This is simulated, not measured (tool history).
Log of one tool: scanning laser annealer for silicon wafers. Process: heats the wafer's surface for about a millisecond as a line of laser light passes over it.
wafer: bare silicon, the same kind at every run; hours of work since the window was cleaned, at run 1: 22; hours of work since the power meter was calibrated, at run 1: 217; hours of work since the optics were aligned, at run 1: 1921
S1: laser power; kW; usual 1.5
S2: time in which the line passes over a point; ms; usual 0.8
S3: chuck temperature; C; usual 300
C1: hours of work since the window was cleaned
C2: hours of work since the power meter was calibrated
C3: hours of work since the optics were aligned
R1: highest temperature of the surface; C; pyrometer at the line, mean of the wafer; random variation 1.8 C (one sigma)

{"run": 1, "hour": 0.0, "S1": 1.5, "S2": 0.8, "S3": 300, "C1": 22, "C2": 217, "C3": 1921, "R1": 1020}
{"run": 2, "hour": 12.3, "S1": 1.5, "S2": 0.8, "S3": 300, "C1": 28, "C2": 223, "C3": 1927, "R1": 1019}
{"run": 3, "hour": 22.3, "S1": 1.5, "S2": 0.8, "S3": 300, "C1": 33, "C2": 228, "C3": 1932, "R1": 1017}
{"run": 4, "hour": 33.0, "S1": 1.5, "S2": 0.8, "S3": 300, "C1": 38, "C2": 233, "C3": 1937, "R1": 1020}
{"run": 5, "hour": 46.3, "S1": 1.5, "S2": 0.8, "S3": 300, "C1": 45, "C2": 240, "C3": 1943, "R1": 1018}
{"run": 6, "hour": 58.8, "S1": 1.5, "S2": 0.663, "S3": 300, "C1": 51, "C2": 246, "C3": 1950, "R1": 952}
{"run": 7, "hour": 69.9, "S1": 1.5, "S2": 0.663, "S3": 300, "C1": 56, "C2": 251, "C3": 1955, "R1": 949}
{"run": 8, "hour": 85.1, "S1": 1.5, "S2": 0.663, "S3": 300, "C1": 64, "C2": 259, "C3": 1963, "R1": 950}
{"run": 9, "hour": 93.1, "S1": 1.5, "S2": 0.663, "S3": 300, "C1": 68, "C2": 263, "C3": 1966, "R1": 951}
{"run": 10, "hour": 102.2, "S1": 1.5, "S2": 0.663, "S3": 300, "C1": 72, "C2": 267, "C3": 1971, "R1": 952}
{"hour": 119.0, "done": "optics aligned, line set to its width"}
{"run": 11, "hour": 122.7, "S1": 1.5, "S2": 0.663, "S3": 300, "C1": 80, "C2": 275, "C3": 2, "R1": 967}
{"run": 12, "hour": 133.0, "S1": 1.5, "S2": 0.663, "S3": 300, "C1": 85, "C2": 280, "C3": 7, "R1": 969}
{"run": 13, "hour": 145.4, "S1": 1.5, "S2": 0.663, "S3": 300, "C1": 91, "C2": 286, "C3": 13, "R1": 968}
{"run": 14, "hour": 157.2, "S1": 1.5, "S2": 0.663, "S3": 300, "C1": 97, "C2": 292, "C3": 19, "R1": 965}
{"run": 15, "hour": 172.3, "S1": 1.5, "S2": 0.663, "S3": 300, "C1": 104, "C2": 299, "C3": 26, "R1": 967}
{"run": 16, "hour": 185.9, "S1": 1.485, "S2": 0.8, "S3": 300, "C1": 111, "C2": 306, "C3": 33, "R1": 1029}
{"run": 17, "hour": 198.4, "S1": 1.485, "S2": 0.8, "S3": 300, "C1": 117, "C2": 312, "C3": 39, "R1": 1027}
{"run": 18, "hour": 208.4, "S1": 1.485, "S2": 0.8, "S3": 300, "C1": 122, "C2": 317, "C3": 44, "R1": 1029}
{"run": 19, "hour": 222.3, "S1": 1.485, "S2": 0.579, "S3": 300, "C1": 129, "C2": 324, "C3": 51, "R1": 914}
{"run": 20, "hour": 232.0, "S1": 1.485, "S2": 0.579, "S3": 299, "C1": 133, "C2": 328, "C3": 55, "R1": 915}
{"run": 21, "hour": 242.6, "S1": 1.5, "S2": 0.883, "S3": 293, "C1": 139, "C2": 334, "C3": 61, "R1": 1073}
{"run": 22, "hour": 256.7, "S1": 1.5, "S2": 0.994, "S3": 316, "C1": 146, "C2": 340, "C3": 68, "R1": 1143}
{"run": 23, "hour": 268.4, "S1": 1.466, "S2": 0.649, "S3": 266, "C1": 151, "C2": 346, "C3": 73, "R1": 907}
{"hour": 272.8, "done": "laser's power meter calibrated"}
{"run": 24, "hour": 285.5, "S1": 1.289, "S2": 0.649, "S3": 266, "C1": 158, "C2": 6, "C3": 80, "R1": 820}
{"run": 25, "hour": 295.2, "S1": 1.593, "S2": 0.833, "S3": 267, "C1": 163, "C2": 11, "C3": 85, "R1": 1073}
{"run": 26, "hour": 306.9, "S1": 1.593, "S2": 0.833, "S3": 267, "C1": 169, "C2": 17, "C3": 91, "R1": 1071}
{"run": 27, "hour": 317.7, "S1": 1.4, "S2": 0.801, "S3": 322, "C1": 174, "C2": 22, "C3": 96, "R1": 1002}
{"run": 28, "hour": 329.2, "S1": 1.4, "S2": 0.801, "S3": 322, "C1": 180, "C2": 28, "C3": 102, "R1": 1002}
{"run": 29, "hour": 339.0, "S1": 1.403, "S2": 0.619, "S3": 300, "C1": 184, "C2": 32, "C3": 106, "R1": 896}
{"run": 30, "hour": 350.6, "S1": 1.5, "S2": 0.595, "S3": 300, "C1": 190, "C2": 38, "C3": 112, "R1": 924}
{"hour": 364.0, "done": "laser's power meter calibrated, once more"}
{"run": 31, "hour": 366.5, "S1": 1.5, "S2": 0.595, "S3": 313, "C1": 196, "C2": 1, "C3": 118, "R1": 940}
{"run": 32, "hour": 382.4, "S1": 1.585, "S2": 0.8, "S3": 300, "C1": 204, "C2": 9, "C3": 126, "R1": 1077}
{"run": 33, "hour": 394.0, "S1": 1.325, "S2": 0.765, "S3": 298, "C1": 210, "C2": 15, "C3": 132, "R1": 922}
{"run": 34, "hour": 407.5, "S1": 1.325, "S2": 0.765, "S3": 298, "C1": 217, "C2": 21, "C3": 139, "R1": 920}
{"run": 35, "hour": 419.8, "S1": 1.5, "S2": 0.709, "S3": 300, "C1": 223, "C2": 27, "C3": 145, "R1": 986}
{"run": 36, "hour": 433.5, "S1": 1.606, "S2": 0.709, "S3": 325, "C1": 229, "C2": 34, "C3": 151, "R1": 1066}
{"run": 37, "hour": 442.2, "S1": 1.529, "S2": 0.793, "S3": 340, "C1": 234, "C2": 38, "C3": 156, "R1": 1085}
{"run": 38, "hour": 456.0, "S1": 1.529, "S2": 0.793, "S3": 289, "C1": 240, "C2": 45, "C3": 162, "R1": 1033}
{"run": 39, "hour": 465.6, "S1": 1.529, "S2": 0.793, "S3": 289, "C1": 245, "C2": 50, "C3": 167, "R1": 1033}
{"run": 40, "hour": 476.1, "S1": 1.341, "S2": 0.634, "S3": 310, "C1": 250, "C2": 55, "C3": 172, "R1": 878}

Forecast each of these 5 alternatives for the next run:
{"run": "A", "hour": 484.2, "S1": 1.5, "S2": 0.724, "S3": 281, "C1": 254, "C2": 59, "C3": 176, "R1": "?"}
{"run": "B", "hour": 484.2, "S1": 1.491, "S2": 0.8, "S3": 300, "C1": 254, "C2": 59, "C3": 176, "R1": "?"}
{"run": "C", "hour": 484.2, "S1": 1.402, "S2": 0.602, "S3": 305, "C1": 254, "C2": 59, "C3": 176, "R1": "?"}
{"run": "D", "hour": 484.2, "S1": 1.649, "S2": 0.588, "S3": 290, "C1": 254, "C2": 59, "C3": 176, "R1": "?"}
{"run": "E", "hour": 484.2, "S1": 1.613, "S2": 0.603, "S3": 334, "C1": 254, "C2": 59, "C3": 176, "R1": "?"}

run=A R1=973
run=B R1=1026
run=C R1=887
run=D R1=983
run=E R1=1020
Without the tool's hidden state the same runs would have given:
run=A R1=982
run=B R1=1036
run=C R1=895
run=D R1=992
run=E R1=1030

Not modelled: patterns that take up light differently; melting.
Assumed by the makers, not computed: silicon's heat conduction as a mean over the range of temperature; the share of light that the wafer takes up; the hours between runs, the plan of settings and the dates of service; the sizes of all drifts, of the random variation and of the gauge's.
